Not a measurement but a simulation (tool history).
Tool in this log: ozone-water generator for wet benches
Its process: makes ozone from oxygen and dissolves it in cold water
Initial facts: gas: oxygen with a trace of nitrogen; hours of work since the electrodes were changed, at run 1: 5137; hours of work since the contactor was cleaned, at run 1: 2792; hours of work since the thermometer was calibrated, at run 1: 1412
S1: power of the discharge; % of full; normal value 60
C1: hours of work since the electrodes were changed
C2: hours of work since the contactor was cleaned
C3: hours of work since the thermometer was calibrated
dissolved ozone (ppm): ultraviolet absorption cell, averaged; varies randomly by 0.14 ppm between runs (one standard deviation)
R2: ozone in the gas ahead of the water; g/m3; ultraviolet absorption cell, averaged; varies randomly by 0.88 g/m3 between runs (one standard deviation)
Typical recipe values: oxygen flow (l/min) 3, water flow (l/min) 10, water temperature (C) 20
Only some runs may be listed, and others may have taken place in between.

Run 1, day 0: usual settings; C1 5137; C2 2792; C3 1412. Result: dissolved ozone (ppm) 14.6, R2 129.6 g/m3.
Run 2, day 5.65: usual settings; C1 5266; C2 2921; C3 1541. Result: dissolved ozone (ppm) 14.7, R2 129.2 g/m3.
Run 3, day 13.646: usual settings but water flow (l/min) 13; C1 5449; C2 3104; C3 1724. Result: dissolved ozone (ppm) 11.4, R2 126.6 g/m3.
Run 4, day 17.467: usual settings but water flow (l/min) 13; C1 5536; C2 3192; C3 1812. Result: dissolved ozone (ppm) 11.2, R2 127.1 g/m3.
Run 5, day 22.483: usual settings but oxygen flow (l/min) 3.41; C1 5651; C2 3307; C3 1926. Result: dissolved ozone (ppm) 14.3, R2 120.3 g/m3.
Run 6, day 30.196: usual settings but oxygen flow (l/min) 3.41; C1 5828; C2 3483; C3 2103. Result: dissolved ozone (ppm) 14.5, R2 121 g/m3.
Run 7, day 37.296: usual settings but oxygen flow (l/min) 3.41; C1 5990; C2 3646; C3 2266. Result: dissolved ozone (ppm) 14.6, R2 119.7 g/m3.
Run 8, day 43.354: usual settings but water flow (l/min) 16; C1 6129; C2 3784; C3 2404. Result: dissolved ozone (ppm) 9, R2 128 g/m3.
Run 9, day 51.796: usual settings but water flow (l/min) 16; C1 6322; C2 3978; C3 2597. Result: dissolved ozone (ppm) 9, R2 126 g/m3.
Run 10, day 56.404: usual settings but water flow (l/min) 14; C1 6428; C2 4083; C3 2703. Result: dissolved ozone (ppm) 10.3, R2 125.1 g/m3.
Run 11, day 61.925: usual settings but water flow (l/min) 14; C1 6554; C2 4209; C3 2829. Result: dissolved ozone (ppm) 10.3, R2 123.3 g/m3.
Run 12, day 68.804: usual settings; C1 6711; C2 4367; C3 2987. Result: dissolved ozone (ppm) 14.1, R2 125.3 g/m3.
Run 13, day 75.725: usual settings but water flow (l/min) 8, water temperature (C) 27; C1 6870; C2 4525; C3 3145. Result: dissolved ozone (ppm) 14.9, R2 123.7 g/m3.
Run 14, day 82.842: usual settings but S1 96 % of full, oxygen flow (l/min) 5, water flow (l/min) 7, water temperature (C) 14; C1 7033; C2 4688; C3 3308. Result: dissolved ozone (ppm) 27.3, R2 135.6 g/m3.

Run 15 is up next; what results do you expect?
Run 15, day 88.271: usual settings but S1 95 % of full, oxygen flow (l/min) 1.97, water flow (l/min) 13, water temperature (C) 19; C1 7157; C2 4812; C3 3432. Result: dissolved ozone (ppm) ?, R2 ?.

Run 15 gave dissolved ozone (ppm) 14, R2 200.8 g/m3.
With the hidden condition absent and the run-to-run variation left alone, this run would have shown dissolved ozone (ppm) 18, R2 250.9 g/m3.

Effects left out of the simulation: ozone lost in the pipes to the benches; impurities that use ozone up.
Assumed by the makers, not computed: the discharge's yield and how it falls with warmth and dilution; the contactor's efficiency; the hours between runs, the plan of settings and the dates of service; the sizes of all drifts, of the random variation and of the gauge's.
